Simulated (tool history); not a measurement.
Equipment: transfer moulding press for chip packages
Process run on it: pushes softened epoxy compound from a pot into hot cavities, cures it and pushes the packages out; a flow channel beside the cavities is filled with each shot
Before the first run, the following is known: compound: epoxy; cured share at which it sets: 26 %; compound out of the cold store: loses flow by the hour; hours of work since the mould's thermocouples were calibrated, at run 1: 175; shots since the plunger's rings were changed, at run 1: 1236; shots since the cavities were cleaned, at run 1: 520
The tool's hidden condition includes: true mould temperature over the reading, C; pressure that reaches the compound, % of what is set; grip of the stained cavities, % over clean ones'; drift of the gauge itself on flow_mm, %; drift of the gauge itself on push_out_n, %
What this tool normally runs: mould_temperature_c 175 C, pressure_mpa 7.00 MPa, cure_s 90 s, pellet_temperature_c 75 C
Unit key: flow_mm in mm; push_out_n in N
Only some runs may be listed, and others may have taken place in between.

| run | day | mould_temperature_c | pressure_mpa | cure_s | pellet_temperature_c | hours of work since the mould's thermocouples were calibrated | shots since the plunger's rings were changed | shots since the cavities were cleaned | incoming compound's hours out of the cold store | flow_mm | push_out_n |
|---|---|---|---|---|---|---|---|---|---|---|---|
| 1 | 0.000 | 175 | 7.00 | 90 | 75 | 175 | 1236 | 520 | 38.0 | 526 | 591 |
| 2 | 0.246 | 175 | 7.00 | 90 | 75 | 178 | 1298 | 582 | 46.3 | 512 | 595 |
| 3 | 0.479 | 175 | 7.00 | 90 | 71 | 181 | 1357 | 641 | 22.5 | 554 | 641 |
| 4 | 0.767 | 175 | 7.00 | 90 | 75 | 185 | 1429 | 713 | 27.3 | 545 | 647 |
| 5 | 1.150 | 175 | 7.00 | 90 | 75 | 190 | 1526 | 810 | 9.5 | 575 | 665 |
| 6 | 1.429 | 175 | 7.00 | 90 | 82 | 194 | 1595 | 879 | 47.7 | 506 | 665 |
| 7 | 1.800 | 175 | 7.00 | 90 | 82 | 199 | 1689 | 973 | 17.4 | 556 | 633 |
|  | 1.896 | cavities cleaned with cleaning compound and waxed |
| 8 | 2.242 | 175 | 7.00 | 90 | 75 | 204 | 1784 | 87 | 35.0 | 531 | 488 |
| 9 | 2.412 | 171 | 7.00 | 90 | 75 | 206 | 1827 | 130 | 39.5 | 524 | 577 |
| 10 | 2.779 | 173 | 7.00 | 90 | 75 | 211 | 1919 | 222 | 14.3 | 572 | 576 |
| 11 | 2.950 | 173 | 7.00 | 90 | 75 | 213 | 1962 | 265 | 46.5 | 510 | 583 |
| 12 | 3.321 | 168 | 7.00 | 90 | 75 | 218 | 2056 | 359 | 25.6 | 553 | 815 |
| 13 | 3.617 | 175 | 7.00 | 83 | 75 | 222 | 2130 | 433 | 23.6 | 555 | 693 |
| 14 | 4.000 | 181 | 7.00 | 90 | 75 | 227 | 2226 | 529 | 11.1 | 570 | 519 |
| 15 | 4.229 | 175 | 7.00 | 90 | 75 | 230 | 2284 | 587 | 13.1 | 569 | 633 |
| 16 | 4.392 | 175 | 7.00 | 90 | 72 | 232 | 2324 | 627 | 18.2 | 560 | 632 |
| 17 | 4.625 | 177 | 7.00 | 90 | 75 | 235 | 2383 | 686 | 27.0 | 538 | 570 |
| 18 | 4.950 | 177 | 7.00 | 90 | 75 | 240 | 2465 | 768 | 15.1 | 560 | 620 |
| 19 | 5.271 | 177 | 7.00 | 90 | 75 | 244 | 2545 | 848 | 31.6 | 525 | 578 |
| 20 | 5.604 | 171 | 5.84 | 90 | 75 | 248 | 2629 | 932 | 21.2 | 499 | 787 |
| 21 | 5.771 | 175 | 7.06 | 106 | 75 | 250 | 2671 | 974 | 37.1 | 519 | 566 |
|  | 5.862 | cavities cleaned with cleaning compound and waxed |
| 22 | 6.204 | 170 | 7.39 | 90 | 75 | 255 | 2764 | 86 | 13.2 | 582 | 642 |
| 23 | 6.367 | 170 | 7.39 | 90 | 75 | 258 | 2805 | 127 | 28.6 | 558 | 611 |
| 24 | 6.717 | 168 | 7.00 | 124 | 75 | 262 | 2893 | 215 | 11.3 | 576 | 492 |
| 25 | 7.042 | 168 | 7.00 | 124 | 75 | 266 | 2974 | 296 | 35.8 | 528 | 501 |
| 26 | 7.350 | 167 | 6.72 | 120 | 70 | 271 | 3052 | 374 | 18.5 | 545 | 543 |
| 27 | 7.692 | 178 | 6.76 | 76 | 66 | 275 | 3138 | 460 | 11.0 | 558 | 714 |
| 28 | 8.050 | 176 | 7.00 | 90 | 73 | 280 | 3228 | 550 | 37.4 | 511 | 567 |
| 29 | 8.392 | 176 | 7.00 | 90 | 73 | 284 | 3314 | 636 | 19.2 | 553 | 621 |

Alternative continuations, all from the tool just after run 29; predict every row:
| A | 8.762 | 175 | 7.00 | 122 | 75 | 289 | 3407 | 729 | 20.0 | ? | ? |
| B | 8.762 | 175 | 8.39 | 129 | 81 | 289 | 3407 | 729 | 30.8 | ? | ? |
| C | 8.762 | 173 | 7.93 | 90 | 67 | 289 | 3407 | 729 | 35.2 | ? | ? |

| run | flow_mm | push_out_n |
|---|---|---|
| A | 547 | 548 |
| B | 579 | 532 |
| C | 554 | 692 |
Without the tool's unlogged condition, the same runs would have read:
| run | flow_mm | push_out_n |
|---|---|---|
| A | 568 | 377 |
| B | 602 | 365 |
| C | 576 | 463 |

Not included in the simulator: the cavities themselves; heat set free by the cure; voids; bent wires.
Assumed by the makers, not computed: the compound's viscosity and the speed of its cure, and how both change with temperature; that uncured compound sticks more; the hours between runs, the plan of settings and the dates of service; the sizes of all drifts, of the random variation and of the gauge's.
